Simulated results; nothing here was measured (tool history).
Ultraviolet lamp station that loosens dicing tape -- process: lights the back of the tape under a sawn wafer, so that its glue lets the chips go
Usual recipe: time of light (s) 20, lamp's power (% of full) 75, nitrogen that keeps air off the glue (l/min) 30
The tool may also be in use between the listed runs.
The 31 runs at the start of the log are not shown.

run,hour,time of light (s),lamp's power (% of full),nitrogen that keeps air off the glue (l/min),hours of work of the lamp,hours of work since the window was cleaned,force that peels the tape off (N),light that reached the tape (mJ/cm²)
32,628.4,16,89,41,657,206,0.7,218
33,651.3,16,89,41,671,220,0.731,218
# hour 668.8: window cleaned of glue's vapour
34,676.5,19,75,15,686,5,1.401,230
35,693.3,19,61,48,696,15,0.929,183
36,711.8,19,61,48,707,26,0.922,182
37,731.9,22,79,26,719,38,0.628,274
38,755,22,79,26,732,51,0.618,268
39,774.6,20,75,25,744,63,0.957,232
40,793.6,10,73,17,755,74,3.597,112
41,810.5,15,96,22,766,85,1.21,216
42,831.3,15,96,22,778,97,1.193,214

Here are 4 independent what-if runs from the current tool condition. What would each one return?
A,857.4,13,86,50,794,113,?,?
B,857.4,15,96,22,794,113,?,?
C,857.4,35,67,58,794,113,?,?
D,857.4,17,83,30,794,113,?,?

run,force that peels the tape off (N),light that reached the tape (mJ/cm²)
A,1.152,164
B,1.266,210
C,0.175,348
D,1.005,207
Stripped of hidden state, with their random variation kept, the same runs would have yielded:
run,force that peels the tape off (N),light that reached the tape (mJ/cm²)
A,0.519,233
B,0.58,298
C,0.105,493
D,0.444,293

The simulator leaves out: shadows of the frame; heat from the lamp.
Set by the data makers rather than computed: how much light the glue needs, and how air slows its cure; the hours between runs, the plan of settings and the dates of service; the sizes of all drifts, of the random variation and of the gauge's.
